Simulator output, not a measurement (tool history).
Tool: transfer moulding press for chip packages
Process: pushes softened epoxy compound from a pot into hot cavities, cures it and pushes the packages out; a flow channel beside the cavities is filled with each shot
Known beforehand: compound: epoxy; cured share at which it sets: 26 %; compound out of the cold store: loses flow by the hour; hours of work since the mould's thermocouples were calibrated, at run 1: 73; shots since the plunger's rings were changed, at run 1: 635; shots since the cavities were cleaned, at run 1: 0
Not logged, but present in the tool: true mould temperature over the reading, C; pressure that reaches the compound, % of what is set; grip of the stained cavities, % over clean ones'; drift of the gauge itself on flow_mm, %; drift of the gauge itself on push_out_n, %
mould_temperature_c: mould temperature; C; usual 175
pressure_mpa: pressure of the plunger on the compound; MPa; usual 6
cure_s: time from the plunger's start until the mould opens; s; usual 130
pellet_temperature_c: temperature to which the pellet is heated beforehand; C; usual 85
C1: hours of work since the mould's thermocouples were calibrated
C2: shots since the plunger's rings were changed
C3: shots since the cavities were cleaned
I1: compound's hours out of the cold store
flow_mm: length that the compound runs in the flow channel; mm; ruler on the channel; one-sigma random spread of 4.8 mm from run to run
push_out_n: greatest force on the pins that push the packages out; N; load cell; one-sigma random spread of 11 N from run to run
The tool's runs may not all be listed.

{"run": 1, "hour": 0.0, "mould_temperature_c": 175, "pressure_mpa": 6, "cure_s": 130, "pellet_temperature_c": 85, "C1": 73, "C2": 635, "C3": 0, "I1": 46.7, "flow_mm": 666, "push_out_n": 528}
{"run": 2, "hour": 25.0, "mould_temperature_c": 175, "pressure_mpa": 6, "cure_s": 130, "pellet_temperature_c": 85, "C1": 85, "C2": 818, "C3": 183, "I1": 13.5, "flow_mm": 778, "push_out_n": 538}
{"run": 3, "hour": 42.5, "mould_temperature_c": 175, "pressure_mpa": 6, "cure_s": 130, "pellet_temperature_c": 85, "C1": 94, "C2": 946, "C3": 311, "I1": 47.1, "flow_mm": 656, "push_out_n": 521}
{"run": 4, "hour": 65.7, "mould_temperature_c": 175, "pressure_mpa": 6, "cure_s": 130, "pellet_temperature_c": 85, "C1": 106, "C2": 1115, "C3": 480, "I1": 21.8, "flow_mm": 756, "push_out_n": 537}
{"run": 5, "hour": 83.8, "mould_temperature_c": 175, "pressure_mpa": 6, "cure_s": 130, "pellet_temperature_c": 85, "C1": 115, "C2": 1247, "C3": 612, "I1": 45, "flow_mm": 673, "push_out_n": 510}
{"run": 6, "hour": 108.8, "mould_temperature_c": 175, "pressure_mpa": 6, "cure_s": 130, "pellet_temperature_c": 85, "C1": 127, "C2": 1430, "C3": 795, "I1": 9, "flow_mm": 805, "push_out_n": 563}
{"run": 7, "hour": 130.5, "mould_temperature_c": 175, "pressure_mpa": 6, "cure_s": 130, "pellet_temperature_c": 85, "C1": 138, "C2": 1589, "C3": 954, "I1": 14.7, "flow_mm": 780, "push_out_n": 547}
{"hour": 140.5, "done": "cavities cleaned with cleaning compound and waxed"}
{"run": 8, "hour": 147.1, "mould_temperature_c": 175, "pressure_mpa": 6, "cure_s": 130, "pellet_temperature_c": 85, "C1": 146, "C2": 1699, "C3": 48, "I1": 10.2, "flow_mm": 810, "push_out_n": 531}
{"run": 9, "hour": 165.0, "mould_temperature_c": 177, "pressure_mpa": 6, "cure_s": 130, "pellet_temperature_c": 85, "C1": 155, "C2": 1829, "C3": 178, "I1": 28, "flow_mm": 722, "push_out_n": 482}
{"run": 10, "hour": 183.0, "mould_temperature_c": 177, "pressure_mpa": 6, "cure_s": 130, "pellet_temperature_c": 85, "C1": 164, "C2": 1961, "C3": 310, "I1": 28.3, "flow_mm": 721, "push_out_n": 484}
{"run": 11, "hour": 196.3, "mould_temperature_c": 177, "pressure_mpa": 6, "cure_s": 140, "pellet_temperature_c": 85, "C1": 171, "C2": 2058, "C3": 407, "I1": 44, "flow_mm": 671, "push_out_n": 459}
{"run": 12, "hour": 211.0, "mould_temperature_c": 175, "pressure_mpa": 6.75, "cure_s": 130, "pellet_temperature_c": 85, "C1": 178, "C2": 2166, "C3": 515, "I1": 24.3, "flow_mm": 782, "push_out_n": 542}
{"run": 13, "hour": 226.5, "mould_temperature_c": 175, "pressure_mpa": 6, "cure_s": 130, "pellet_temperature_c": 87, "C1": 186, "C2": 2279, "C3": 628, "I1": 18.5, "flow_mm": 763, "push_out_n": 543}
{"run": 14, "hour": 253.6, "mould_temperature_c": 173, "pressure_mpa": 7.29, "cure_s": 139, "pellet_temperature_c": 94, "C1": 199, "C2": 2477, "C3": 826, "I1": 32.9, "flow_mm": 787, "push_out_n": 527}
{"run": 15, "hour": 271.0, "mould_temperature_c": 175, "pressure_mpa": 6.53, "cure_s": 117, "pellet_temperature_c": 85, "C1": 208, "C2": 2604, "C3": 953, "I1": 47.4, "flow_mm": 690, "push_out_n": 603}
{"hour": 280.5, "done": "cavities cleaned with cleaning compound and waxed"}
{"run": 16, "hour": 293.1, "mould_temperature_c": 175, "pressure_mpa": 4.95, "cure_s": 124, "pellet_temperature_c": 84, "C1": 219, "C2": 2754, "C3": 92, "I1": 36.3, "flow_mm": 634, "push_out_n": 566}
{"run": 17, "hour": 312.8, "mould_temperature_c": 175, "pressure_mpa": 4.95, "cure_s": 124, "pellet_temperature_c": 84, "C1": 228, "C2": 2898, "C3": 236, "I1": 39.8, "flow_mm": 628, "push_out_n": 541}
{"run": 18, "hour": 338.0, "mould_temperature_c": 175, "pressure_mpa": 4.95, "cure_s": 124, "pellet_temperature_c": 84, "C1": 241, "C2": 3083, "C3": 421, "I1": 27.2, "flow_mm": 662, "push_out_n": 572}
{"run": 19, "hour": 350.1, "mould_temperature_c": 179, "pressure_mpa": 4.77, "cure_s": 141, "pellet_temperature_c": 78, "C1": 247, "C2": 3171, "C3": 509, "I1": 13.7, "flow_mm": 697, "push_out_n": 466}
{"run": 20, "hour": 370.8, "mould_temperature_c": 179, "pressure_mpa": 4.77, "cure_s": 116, "pellet_temperature_c": 93, "C1": 258, "C2": 3322, "C3": 660, "I1": 39.8, "flow_mm": 599, "push_out_n": 512}

Branching from run 20: 4 alternative next runs. What would each branch give?
{"run": "A", "hour": 394.4, "mould_temperature_c": 175, "pressure_mpa": 6, "cure_s": 146, "pellet_temperature_c": 83, "C1": 270, "C2": 3495, "C3": 833, "I1": 12.6, "flow_mm": "?", "push_out_n": "?"}
{"run": "B", "hour": 394.4, "mould_temperature_c": 175, "pressure_mpa": 6, "cure_s": 117, "pellet_temperature_c": 85, "C1": 270, "C2": 3495, "C3": 833, "I1": 42, "flow_mm": "?", "push_out_n": "?"}
{"run": "C", "hour": 394.4, "mould_temperature_c": 179, "pressure_mpa": 4.77, "cure_s": 133, "pellet_temperature_c": 93, "C1": 270, "C2": 3495, "C3": 833, "I1": 17.3, "flow_mm": "?", "push_out_n": "?"}
{"run": "D", "hour": 394.4, "mould_temperature_c": 179, "pressure_mpa": 6.73, "cure_s": 116, "pellet_temperature_c": 93, "C1": 270, "C2": 3495, "C3": 833, "I1": 33.8, "flow_mm": "?", "push_out_n": "?"}

run=A flow_mm=789 push_out_n=486
run=B flow_mm=682 push_out_n=602
run=C flow_mm=679 push_out_n=477
run=D flow_mm=734 push_out_n=503
Take away the tool's hidden state, keep each run's random variation, and the runs would have read:
run=A flow_mm=790 push_out_n=480
run=B flow_mm=682 push_out_n=594
run=C flow_mm=680 push_out_n=471
run=D flow_mm=735 push_out_n=497
